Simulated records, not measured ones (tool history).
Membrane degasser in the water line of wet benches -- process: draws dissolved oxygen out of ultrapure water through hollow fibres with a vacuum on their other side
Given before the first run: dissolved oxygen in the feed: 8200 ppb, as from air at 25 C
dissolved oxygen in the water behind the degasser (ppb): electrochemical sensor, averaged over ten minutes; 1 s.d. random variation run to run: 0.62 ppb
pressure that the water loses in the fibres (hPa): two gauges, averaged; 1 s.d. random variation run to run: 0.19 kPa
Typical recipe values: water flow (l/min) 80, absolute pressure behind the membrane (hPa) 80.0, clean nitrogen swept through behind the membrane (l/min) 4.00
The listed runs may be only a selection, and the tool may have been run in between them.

run,day,water flow (l/min),absolute pressure behind the membrane (hPa),clean nitrogen swept through behind the membrane (l/min),dissolved oxygen in the water behind the degasser (ppb),pressure that the water loses in the fibres (hPa)
1,0.000,80,80.0,4.00,213.2,387.4
2,6.617,80,80.0,4.00,211.2,386.1
3,19.238,80,80.0,4.00,213.1,389.2
4,34.388,80,99.1,4.00,293.4,387.6
5,49.571,80,99.1,4.00,292.7,385.9
6,63.517,80,99.1,4.00,291.3,386.7
7,75.408,80,80.0,4.00,212.4,383.8
8,87.796,80,80.0,6.26,142.8,390.6
9,97.758,80,80.0,6.26,143.6,388.8
# day 107.458: seals of the vacuum lines changed
10,110.742,80,80.0,4.00,211.7,387.7
11,120.429,80,80.0,4.00,212.2,387.3
12,132.892,80,80.0,4.00,210.5,386.9
13,144.488,80,165.4,4.00,562.8,389.5
14,155.483,80,165.4,4.00,560.4,388.3
# day 166.546: vacuum gauge calibrated
15,170.338,80,165.4,4.00,560.2,386.0
16,183.312,80,80.0,4.00,212.8,387.5
17,194.217,80,66.6,5.51,116.7,389.5
18,201.925,80,117.2,10.59,155.5,389.0
19,214.858,116,89.4,7.41,216.0,559.4
20,230.329,116,89.4,7.41,215.9,561.4
21,242.162,116,89.4,7.41,216.5,565.1
22,249.354,116,89.4,7.41,216.1,562.3
23,262.125,49,143.1,6.31,201.4,238.1
24,274.179,49,51.2,7.90,28.8,236.4
25,287.312,49,173.9,7.90,208.4,236.4
26,300.154,98,130.4,2.12,819.1,473.1
27,313.600,62,50.7,2.12,115.8,301.9

Expected results for the next run?
28,322.508,62,50.7,2.12,?,?

For run 28 the tool returned dissolved oxygen in the water behind the degasser (ppb) 114.9, pressure that the water loses in the fibres (hPa) 299.9.
If the tool had no hidden condition, the same run with the same run-to-run variation would have returned dissolved oxygen in the water behind the degasser (ppb) 114.8, pressure that the water loses in the fibres (hPa) 299.8.
